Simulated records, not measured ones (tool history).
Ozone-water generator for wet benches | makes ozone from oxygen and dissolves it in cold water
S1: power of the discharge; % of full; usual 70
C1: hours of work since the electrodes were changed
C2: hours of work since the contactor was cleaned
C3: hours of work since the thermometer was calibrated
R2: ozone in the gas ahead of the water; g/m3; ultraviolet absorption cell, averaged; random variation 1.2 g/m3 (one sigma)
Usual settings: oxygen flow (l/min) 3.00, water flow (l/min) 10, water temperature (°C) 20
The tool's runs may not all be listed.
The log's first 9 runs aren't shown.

Run 10, hour 258.6: usual settings but water temperature (°C) 18; C1 807; C2 2665; C3 2581. Result: dissolved ozone (ppm) 25.1, R2 214.4 g/m3.
Run 11, hour 277.8: usual settings but oxygen flow (l/min) 3.98; C1 823; C2 2680; C3 2597. Result: dissolved ozone (ppm) 23.0, R2 179.7 g/m3.
Run 12, hour 315.1: usual settings; C1 853; C2 2711; C3 2627. Result: dissolved ozone (ppm) 24.4, R2 217.7 g/m3.
Run 13, hour 353.0: usual settings; C1 883; C2 2741; C3 2658. Result: dissolved ozone (ppm) 24.2, R2 215.9 g/m3.
Run 14, hour 379.7: usual settings; C1 905; C2 2763; C3 2679. Result: dissolved ozone (ppm) 24.3, R2 215.3 g/m3.
Run 15, hour 412.4: usual settings; C1 931; C2 2789; C3 2705. Result: dissolved ozone (ppm) 24.3, R2 217.6 g/m3.
Run 16, hour 442.3: usual settings; C1 955; C2 2813; C3 2730. Result: dissolved ozone (ppm) 24.2, R2 214.4 g/m3.
Run 17, hour 468.7: usual settings but water temperature (°C) 19; C1 976; C2 2834; C3 2751. Result: dissolved ozone (ppm) 24.3, R2 216.1 g/m3.
Run 18, hour 498.5: usual settings but S1 69 % of full, oxygen flow (l/min) 1.85, water flow (l/min) 11, water temperature (°C) 17; C1 1000; C2 2858; C3 2775. Result: dissolved ozone (ppm) 23.8, R2 290.9 g/m3.
Run 19, hour 523.7: usual settings but S1 74 % of full, water flow (l/min) 7; C1 1021; C2 2879; C3 2795. Result: dissolved ozone (ppm) 32.6, R2 220.7 g/m3.
Run 20, hour 539.4: usual settings but S1 42 % of full, oxygen flow (l/min) 5.03, water flow (l/min) 8, water temperature (°C) 17; C1 1033; C2 2891; C3 2808. Result: dissolved ozone (ppm) 20.0, R2 115.9 g/m3.
Run 21, hour 555.4: usual settings but S1 42 % of full, oxygen flow (l/min) 5.03, water flow (l/min) 8, water temperature (°C) 19; C1 1046; C2 2904; C3 2821. Result: dissolved ozone (ppm) 19.1, R2 115.0 g/m3.
Run 22, hour 592.4: usual settings but water flow (l/min) 8; C1 1076; C2 2934; C3 2850. Result: dissolved ozone (ppm) 28.7, R2 213.8 g/m3.
Run 23, hour 624.2: usual settings but water flow (l/min) 8; C1 1102; C2 2960; C3 2876. Result: dissolved ozone (ppm) 28.8, R2 215.4 g/m3.
Run 24, hour 659.0: usual settings but water flow (l/min) 8; C1 1130; C2 2988; C3 2904. Result: dissolved ozone (ppm) 28.6, R2 215.0 g/m3.
Run 25, hour 683.5: usual settings but water flow (l/min) 8; C1 1149; C2 3007; C3 2924. Result: dissolved ozone (ppm) 28.8, R2 216.2 g/m3.
Run 26, hour 713.9: usual settings but S1 42 % of full; C1 1174; C2 3032; C3 2948. Result: dissolved ozone (ppm) 18.1, R2 162.1 g/m3.
Run 27, hour 741.6: usual settings but S1 42 % of full, water temperature (°C) 14; C1 1196; C2 3054; C3 2971. Result: dissolved ozone (ppm) 19.9, R2 163.1 g/m3.

Forecast run 28:
Run 28, hour 762.8: usual settings but S1 42 % of full, water temperature (°C) 14; C1 1213; C2 3071; C3 2988. Result: dissolved ozone (ppm) ?, R2 ?.

{"run 28": {"dissolved ozone (ppm)": 19.7, "R2": 162.1}}
Without the tool's hidden state the same run would have given dissolved ozone (ppm) 20.8, R2 164.5 g/m3.
